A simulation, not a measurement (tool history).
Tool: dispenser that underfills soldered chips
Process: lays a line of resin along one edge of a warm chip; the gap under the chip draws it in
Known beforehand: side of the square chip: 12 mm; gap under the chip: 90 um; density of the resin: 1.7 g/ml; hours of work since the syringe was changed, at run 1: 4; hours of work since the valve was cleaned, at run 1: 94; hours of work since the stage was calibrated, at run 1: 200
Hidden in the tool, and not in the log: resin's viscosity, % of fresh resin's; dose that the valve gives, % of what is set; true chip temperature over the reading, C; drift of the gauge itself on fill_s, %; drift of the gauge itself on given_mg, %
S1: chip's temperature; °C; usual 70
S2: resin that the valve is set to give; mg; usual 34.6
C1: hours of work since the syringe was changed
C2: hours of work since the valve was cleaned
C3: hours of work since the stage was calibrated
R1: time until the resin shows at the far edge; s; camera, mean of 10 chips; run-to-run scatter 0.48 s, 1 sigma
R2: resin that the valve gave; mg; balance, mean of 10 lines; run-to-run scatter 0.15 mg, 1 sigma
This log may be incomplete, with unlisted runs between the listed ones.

run	hour	S1	S2	C1	C2	C3	R1	R2
1	0.0	70	34.6	4	94	200	50.4	33.04
2	4.8	70	34.6	8	97	204	59.1	32.71
# hour 7.1: new syringe of resin
3	13.8	70	34.6	5	103	210	50.0	32.89
# hour 20.2: new syringe of resin
4	20.3	70	34.6	0	107	214	41.1	32.55
5	25.6	70	34.6	4	111	218	48.1	32.60
6	31.7	70	34.6	8	115	222	59.0	32.41
# hour 32.9: new syringe of resin
# hour 36.3: dispensing valve cleaned and set on the balance
7	41.0	70	34.6	5	3	227	50.7	34.75
8	45.3	70	34.6	8	6	230	57.8	34.55
# hour 46.8: new syringe of resin
9	49.9	70	34.6	2	9	233	43.5	34.25
10	54.7	70	34.6	5	13	237	50.5	34.73
# hour 60.1: new syringe of resin
11	60.6	66	34.6	0	16	241	45.9	34.35
12	67.4	55	44.6	5	21	245	82.2	43.76
# hour 73.1: new syringe of resin
13	76.5	75	37.0	2	27	251	39.3	36.33
14	84.6	75	37.0	8	33	257	50.4	36.30
# hour 86.2: new syringe of resin
15	92.9	63	42.3	5	38	262	62.7	41.16
16	98.3	56	41.6	8	42	266	97.2	40.68
# hour 99.1: new syringe of resin
17	106.0	56	41.6	5	47	271	82.9	40.40
# hour 112.0: new syringe of resin
18	115.7	56	41.6	3	54	278	72.9	40.39
19	119.7	57	43.9	5	56	281	81.2	42.80
# hour 125.3: new syringe of resin
20	128.0	78	32.1	2	62	286	35.5	30.97

Each row is a separate what-if for the run after 20, all from the same tool condition, not one after another. Results?
A	134.4	56	36.0	6	66	291	?	?
B	134.4	76	40.0	6	66	291	?	?
C	134.4	70	29.5	6	66	291	?	?
D	134.4	62	41.5	6	66	291	?	?

run	R1	R2
A	89.6	34.73
B	45.4	38.74
C	58.3	28.31
D	73.3	40.09
With the hidden condition removed and each run's random variation left untouched, the same runs would have given:
run	R1	R2
A	60.4	36.07
B	31.0	40.24
C	39.4	29.41
D	49.7	41.65

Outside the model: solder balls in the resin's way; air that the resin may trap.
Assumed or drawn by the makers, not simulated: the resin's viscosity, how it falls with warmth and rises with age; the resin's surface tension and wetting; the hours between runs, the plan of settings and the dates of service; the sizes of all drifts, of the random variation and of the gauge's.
